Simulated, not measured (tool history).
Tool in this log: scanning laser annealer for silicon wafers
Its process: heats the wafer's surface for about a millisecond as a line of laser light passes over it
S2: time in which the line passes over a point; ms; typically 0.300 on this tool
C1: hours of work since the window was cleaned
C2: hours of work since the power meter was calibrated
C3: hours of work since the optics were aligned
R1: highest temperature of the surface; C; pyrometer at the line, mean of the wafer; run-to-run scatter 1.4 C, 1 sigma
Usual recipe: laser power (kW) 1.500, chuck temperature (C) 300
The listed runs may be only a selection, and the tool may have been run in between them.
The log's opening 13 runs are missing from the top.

{"hour": 260.7, "done": "window over the wafer cleaned"}
{"run": 14, "hour": 280.9, "laser power (kW)": 1.5, "S2": 0.26, "chuck temperature (C)": 300, "C1": 14, "C2": 463, "C3": 571, "R1": 1052}
{"run": 15, "hour": 297.1, "laser power (kW)": 1.5, "S2": 0.26, "chuck temperature (C)": 300, "C1": 26, "C2": 475, "C3": 582, "R1": 1050}
{"run": 16, "hour": 325.5, "laser power (kW)": 1.538, "S2": 0.26, "chuck temperature (C)": 328, "C1": 46, "C2": 495, "C3": 602, "R1": 1097}
{"run": 17, "hour": 341.2, "laser power (kW)": 1.278, "S2": 0.294, "chuck temperature (C)": 300, "C1": 57, "C2": 506, "C3": 613, "R1": 979}
{"run": 18, "hour": 352.8, "laser power (kW)": 1.374, "S2": 0.356, "chuck temperature (C)": 302, "C1": 65, "C2": 514, "C3": 622, "R1": 1089}
{"run": 19, "hour": 375.1, "laser power (kW)": 1.46, "S2": 0.36, "chuck temperature (C)": 307, "C1": 81, "C2": 530, "C3": 637, "R1": 1148}
{"hour": 380.1, "done": "window over the wafer cleaned, once more"}
{"run": 20, "hour": 396.4, "laser power (kW)": 1.533, "S2": 0.36, "chuck temperature (C)": 280, "C1": 11, "C2": 543, "C3": 651, "R1": 1173}
{"run": 21, "hour": 422.1, "laser power (kW)": 1.359, "S2": 0.366, "chuck temperature (C)": 270, "C1": 30, "C2": 561, "C3": 669, "R1": 1068}
{"run": 22, "hour": 434.5, "laser power (kW)": 1.359, "S2": 0.366, "chuck temperature (C)": 270, "C1": 38, "C2": 570, "C3": 678, "R1": 1071}
{"run": 23, "hour": 446.8, "laser power (kW)": 1.578, "S2": 0.225, "chuck temperature (C)": 270, "C1": 47, "C2": 579, "C3": 686, "R1": 1019}
{"run": 24, "hour": 466.8, "laser power (kW)": 1.578, "S2": 0.225, "chuck temperature (C)": 270, "C1": 61, "C2": 593, "C3": 700, "R1": 1019}
{"run": 25, "hour": 490.2, "laser power (kW)": 1.42, "S2": 0.379, "chuck temperature (C)": 284, "C1": 78, "C2": 609, "C3": 717, "R1": 1130}
{"run": 26, "hour": 513.1, "laser power (kW)": 1.42, "S2": 0.379, "chuck temperature (C)": 284, "C1": 94, "C2": 625, "C3": 733, "R1": 1131}
{"run": 27, "hour": 541.2, "laser power (kW)": 1.42, "S2": 0.379, "chuck temperature (C)": 284, "C1": 113, "C2": 645, "C3": 753, "R1": 1130}
{"run": 28, "hour": 565.7, "laser power (kW)": 1.353, "S2": 0.22, "chuck temperature (C)": 326, "C1": 131, "C2": 662, "C3": 770, "R1": 963}
{"run": 29, "hour": 594.0, "laser power (kW)": 1.525, "S2": 0.228, "chuck temperature (C)": 300, "C1": 151, "C2": 682, "C3": 790, "R1": 1028}
{"run": 30, "hour": 617.6, "laser power (kW)": 1.473, "S2": 0.3, "chuck temperature (C)": 300, "C1": 167, "C2": 699, "C3": 807, "R1": 1091}

Each row is a separate what-if for the run after 30, all from the same tool condition, not one after another. Results?
{"run": "A", "hour": 638.6, "laser power (kW)": 1.5, "S2": 0.375, "chuck temperature (C)": 294, "C1": 182, "C2": 714, "C3": 822, "R1": "?"}
{"run": "B", "hour": 638.6, "laser power (kW)": 1.5, "S2": 0.3, "chuck temperature (C)": 330, "C1": 182, "C2": 714, "C3": 822, "R1": "?"}
{"run": "C", "hour": 638.6, "laser power (kW)": 1.609, "S2": 0.3, "chuck temperature (C)": 300, "C1": 182, "C2": 714, "C3": 822, "R1": "?"}

run=A R1=1180
run=B R1=1137
run=C R1=1164
With no hidden state in the tool, these same runs would have given:
run=A R1=1185
run=B R1=1142
run=C R1=1169
